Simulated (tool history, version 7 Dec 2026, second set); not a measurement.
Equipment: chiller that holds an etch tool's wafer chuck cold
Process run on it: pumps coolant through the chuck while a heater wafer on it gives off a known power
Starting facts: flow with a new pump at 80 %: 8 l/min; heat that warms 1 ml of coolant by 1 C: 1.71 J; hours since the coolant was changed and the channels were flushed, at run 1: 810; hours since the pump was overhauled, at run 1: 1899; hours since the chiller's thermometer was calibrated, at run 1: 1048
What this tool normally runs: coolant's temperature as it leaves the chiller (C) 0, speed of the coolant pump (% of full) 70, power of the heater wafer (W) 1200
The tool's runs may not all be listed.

run    hour  coolant's temperature as it leaves the chiller (C)  speed of the coolant pump (% of full)  power of the heater wafer (W)  hours since the coolant was changed and the channels were flushed  hours since the pump was overhauled  hours since the chiller's thermometer was calibrated  chuck's temperature once it has settled (C)  how much warmer the coolant comes back (C)
  1       0                                                   0                                     70                           1200                                                                810                                 1899                                                  1048                                         12.6                                        6.29
  2   135.2                                                   0                                     70                           1468                                                                945                                 2034                                                  1183                                         15.5                                        7.74
  3   272.3                                                   0                                     70                           1468                                                               1082                                 2172                                                  1320                                         15.4                                        7.79
  4     378                                                   0                                     70                           1468                                                               1188                                 2277                                                  1426                                         15.4                                        7.79
  5   438.8                                                   0                                     70                           1468                                                               1248                                 2338                                                  1486                                         15.8                                        7.83
  6   553.8                                                   5                                     70                           1200                                                               1363                                 2453                                                  1601                                         17.8                                        6.39
  7   678.7                                                   5                                     70                           1200                                                               1488                                 2578                                                  1726                                         17.9                                        6.38
  8   765.4                                                   5                                     70                           1200                                                               1575                                 2665                                                  1813                                         18.1                                        6.37
  9   840.3                                                   5                                     70                           1200                                                               1650                                 2740                                                  1888                                         18.2                                         6.5
 10   917.7                                                   5                                     70                           1200                                                               1727                                 2817                                                  1965                                         18.2                                        6.48
 11   985.1                                                 -10                                     70                           1200                                                               1795                                 2884                                                  2033                                          3.1                                        6.41
 12  1089.9                                                 -10                                     70                           1200                                                               1899                                 2989                                                  2138                                          3.1                                        6.53
 13  1207.8                                                   0                                     70                           1200                                                               2017                                 3107                                                  2255                                         13.3                                        6.53
 14  1326.1                                                   0                                     70                           1200                                                               2136                                 3225                                                  2374                                         13.4                                        6.58
 15  1473.6                                                   0                                     70                           1200                                                               2283                                 3373                                                  2521                                         13.6                                        6.52
 16  1536.3                                                   0                                     70                           1200                                                               2346                                 3436                                                  2584                                         13.6                                        6.59
 17  1602.3                                                  -1                                     70                           1200                                                               2412                                 3502                                                  2650                                         12.4                                        6.58
 18  1728.2                                                  -1                                     70                           1200                                                               2538                                 3627                                                  2776                                         12.6                                        6.61
 19  1792.6                                                   0                                     60                            783                                                               2602                                 3692                                                  2840                                           10                                        5.09
 20  1883.6                                                   0                                     91                           1591                                                               2693                                 3783                                                  2931                                         14.5                                        6.53
     1920.7  -- chiller's thermometer calibrated
 21    1989                                                   0                                     91                           1591                                                               2797                                 3887                                                    68                                         14.7                                        6.63
 22  2072.3                                                  -7                                     66                           1286                                                               2881                                 3971                                                   152                                          8.8                                        7.53
 23  2207.4                                                  -7                                     66                            737                                                               3016                                 4106                                                   287                                          2.2                                        4.35
 24  2290.8                                                   2                                     81                            899                                                               3099                                 4189                                                   370                                         11.3                                        4.26
 25  2362.7                                                  -9                                     88                            672                                                               3171                                 4261                                                   442                                         -2.4                                         2.9
 26  2470.8                                                  -5                                     88                           1655                                                               3279                                 4369                                                   550                                         11.1                                        7.13
 27  2532.8                                                  -3                                     67                            948                                                               3341                                 4431                                                   612                                          8.8                                        5.53
 28  2647.9                                                   9                                     70                           1264                                                               3456                                 4546                                                   727                                         24.2                                        7.13
 29  2765.5                                                   9                                     70                           1264                                                               3574                                 4664                                                   845                                         24.1                                        7.11
 30    2872                                                   5                                     61                            680                                                               3680                                 4770                                                   951                                         14.3                                        4.43
 31  2991.4                                                  -8                                     72                            680                                                               3800                                 4890                                                  1071                                          0.2                                        3.73
 32  3093.8                                                   9                                     63                            680                                                               3902                                 4992                                                  1173                                         18.2                                        4.33

4 options for the next run, each taken on its own from the tool as it stands now. Forecast them:
  A  3208.1                                                   9                                     71                           1538                                                               4017                                 5106                                                  1287                                            ?                                           ?
  B  3208.1                                                  -7                                     95                           1608                                                               4017                                 5106                                                  1287                                            ?                                           ?
  C  3208.1                                                   2                                     88                            896                                                               4017                                 5106                                                  1287                                            ?                                           ?
  D  3208.1                                                   0                                     70                           1590                                                               4017                                 5106                                                  1287                                            ?                                           ?

run  chuck's temperature once it has settled (C)  how much warmer the coolant comes back (C)
  A                                         27.7                                        8.62
  B                                          8.2                                        6.51
  C                                         10.9                                        3.94
  D                                         19.7                                           9
Take away the tool's hidden state, keep each run's random variation, and the runs would have read:
run  chuck's temperature once it has settled (C)  how much warmer the coolant comes back (C)
  A                                         24.1                                        7.71
  B                                          5.3                                        5.83
  C                                          9.2                                        3.52
  D                                           16                                        8.05

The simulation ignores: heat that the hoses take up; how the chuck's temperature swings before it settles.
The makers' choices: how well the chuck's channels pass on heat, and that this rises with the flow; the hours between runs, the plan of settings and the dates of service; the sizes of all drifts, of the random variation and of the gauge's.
